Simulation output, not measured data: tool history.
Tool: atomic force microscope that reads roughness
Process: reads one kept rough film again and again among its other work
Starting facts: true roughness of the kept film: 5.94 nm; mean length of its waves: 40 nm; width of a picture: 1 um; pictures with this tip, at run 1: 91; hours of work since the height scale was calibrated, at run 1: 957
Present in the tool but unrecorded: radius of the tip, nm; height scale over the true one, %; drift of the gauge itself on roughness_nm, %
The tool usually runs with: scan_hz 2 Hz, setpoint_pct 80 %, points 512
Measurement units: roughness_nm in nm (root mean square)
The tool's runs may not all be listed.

| run | day | scan_hz | setpoint_pct | points | pictures with this tip | hours of work since the height scale was calibrated | roughness_nm |
|---|---|---|---|---|---|---|---|
| 1 | 0 | 2 | 80 | 512 | 91 | 957 | 3.864 |
| 2 | 1.179 | 2 | 80 | 512 | 158 | 978 | 3.503 |
| 3 | 2.029 | 2 | 80 | 512 | 206 | 993 | 3.255 |
|  | 2.388 | new tip fitted |
| 4 | 2.608 | 2 | 80 | 512 | 12 | 1003 | 4.267 |
| 5 | 3.892 | 2.36 | 80 | 512 | 84 | 1025 | 3.767 |
| 6 | 5.175 | 2.36 | 80 | 512 | 157 | 1047 | 3.362 |
| 7 | 5.879 | 3.1 | 80 | 512 | 196 | 1060 | 3.006 |
|  | 6.35 | new tip fitted |
| 8 | 7.062 | 3.1 | 80 | 512 | 40 | 1080 | 3.683 |
| 9 | 8.217 | 3.1 | 80 | 512 | 105 | 1100 | 3.363 |
| 10 | 9.204 | 3.1 | 80 | 512 | 161 | 1117 | 3.133 |
| 11 | 9.829 | 2 | 80 | 512 | 196 | 1128 | 3.286 |
|  | 10.271 | new tip fitted |
| 12 | 11.217 | 2 | 80 | 512 | 53 | 1152 | 4.006 |
|  | 11.317 | height scale calibrated on a step standard |
| 13 | 11.871 | 3.57 | 56 | 734 | 88 | 10 | 4.247 |
| 14 | 12.529 | 0.94 | 56 | 734 | 125 | 21 | 4.253 |
| 15 | 13.738 | 1.85 | 80 | 317 | 193 | 42 | 3.269 |
|  | 14.283 | new tip fitted |
| 16 | 14.612 | 2 | 80 | 393 | 18 | 57 | 4.167 |
| 17 | 15.912 | 0.52 | 83 | 393 | 92 | 80 | 4.266 |
| 18 | 16.867 | 1.41 | 76 | 512 | 145 | 97 | 3.732 |
|  | 17.888 | height scale calibrated on a step standard, once more |
| 19 | 18.058 | 1.41 | 76 | 512 | 210 | 3 | 3.527 |
|  | 18.3 | new tip fitted |
| 20 | 18.771 | 1.41 | 76 | 512 | 26 | 15 | 4.499 |
| 21 | 19.558 | 1.41 | 76 | 512 | 70 | 29 | 4.199 |

Predict each of these 4 candidate next runs independently; none follows another, all start after run 21:
| A | 20.917 | 1.41 | 56 | 852 | 147 | 53 | ? |
| B | 20.917 | 1.41 | 60 | 500 | 147 | 53 | ? |
| C | 20.917 | 1.05 | 80 | 512 | 147 | 53 | ? |
| D | 20.917 | 2 | 80 | 854 | 147 | 53 | ? |

| run | roughness_nm |
|---|---|
| A | 4.166 |
| B | 4.068 |
| C | 3.851 |
| D | 3.508 |
The same runs, with their run-to-run variation unchanged, on a tool lacking any hidden condition would have given:
| run | roughness_nm |
|---|---|
| A | 5.216 |
| B | 5.093 |
| C | 4.822 |
| D | 4.393 |

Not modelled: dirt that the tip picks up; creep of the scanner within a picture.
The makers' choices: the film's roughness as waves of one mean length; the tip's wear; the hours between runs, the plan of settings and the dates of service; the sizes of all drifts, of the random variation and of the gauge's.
